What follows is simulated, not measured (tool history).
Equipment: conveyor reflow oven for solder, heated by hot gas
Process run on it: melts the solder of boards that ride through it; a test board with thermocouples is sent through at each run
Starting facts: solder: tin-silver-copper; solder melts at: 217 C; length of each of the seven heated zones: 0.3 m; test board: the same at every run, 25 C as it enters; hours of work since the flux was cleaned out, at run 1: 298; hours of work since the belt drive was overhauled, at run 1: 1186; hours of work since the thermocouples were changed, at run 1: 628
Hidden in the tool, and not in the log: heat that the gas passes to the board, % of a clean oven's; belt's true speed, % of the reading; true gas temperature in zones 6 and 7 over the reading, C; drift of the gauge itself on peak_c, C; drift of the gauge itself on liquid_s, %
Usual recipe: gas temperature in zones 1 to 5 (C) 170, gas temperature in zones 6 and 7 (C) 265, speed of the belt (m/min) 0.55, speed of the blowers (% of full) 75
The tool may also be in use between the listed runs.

run,day,gas temperature in zones 1 to 5 (C),gas temperature in zones 6 and 7 (C),speed of the belt (m/min),speed of the blowers (% of full),hours of work since the flux was cleaned out,hours of work since the belt drive was overhauled,hours of work since the thermocouples were changed,highest temperature of the board (C),time above the solder's melting point (s)
1,0,170,265,0.55,75,298,1186,628,245.9,43.8
2,3.312,170,265,0.55,75,359,1247,690,246.1,43.1
# day 6.296: flux residue cleaned out of gas plates and filters
3,6.383,158,265,0.55,75,2,1300,742,243.4,38.2
4,9.558,170,265,0.55,75,60,1359,801,246.8,43.3
5,11.55,170,265,0.475,75,97,1396,838,251.5,55.5
6,13.033,170,265,0.475,75,125,1423,865,251.3,55.3
7,14.725,170,265,0.475,75,156,1454,897,250.8,55.5
8,16.858,170,265,0.55,75,195,1494,936,246.4,43.2
9,18.308,170,265,0.55,75,222,1521,963,246.3,43.4
10,19.975,170,265,0.55,75,253,1552,994,245.6,43.6
11,21.458,170,271,0.55,75,280,1579,1021,251.9,46.4
12,23.683,170,271,0.55,75,322,1620,1062,251.3,46.9
# day 24.896: belt drive overhauled, speed set with a stopwatch
# day 25.454: thermocouples of zones 6 and 7 changed
13,25.65,170,265,0.625,75,353,12,4,241.9,33.5
14,27.479,170,265,0.55,71,387,46,37,245.3,42.9
# day 28.892: flux residue cleaned out of gas plates and filters
15,29.421,170,265,0.55,71,10,78,70,245.8,42.5
16,31.129,170,265,0.55,71,41,110,101,245.6,42.4
17,33.829,184,265,0.546,75,91,160,151,249.6,50.3
18,37.079,168,265,0.55,50,152,220,211,239.3,34.8
19,39.104,168,265,0.55,50,189,257,249,239.5,34.9
20,42.188,170,266,0.55,80,246,314,306,248.5,44.8
21,45.617,170,266,0.55,80,309,378,369,248.5,44.8
22,48.217,164,279,0.633,80,358,426,417,252.9,38.9
# day 51.179: flux residue cleaned out of gas plates and filters
23,51.179,164,279,0.633,80,0,477,468,252.1,39.2
24,52.738,164,279,0.633,80,29,506,497,252.3,38.8

The next listed run, before its measurement:
25,55.312,164,279,0.633,80,76,553,545,?,?

highest temperature of the board (C): 252.3
time above the solder's melting point (s): 38.9
Minus the tool's unlogged condition, the same run would have read highest temperature of the board (C) 252.4, time above the solder's melting point (s) 38.9.
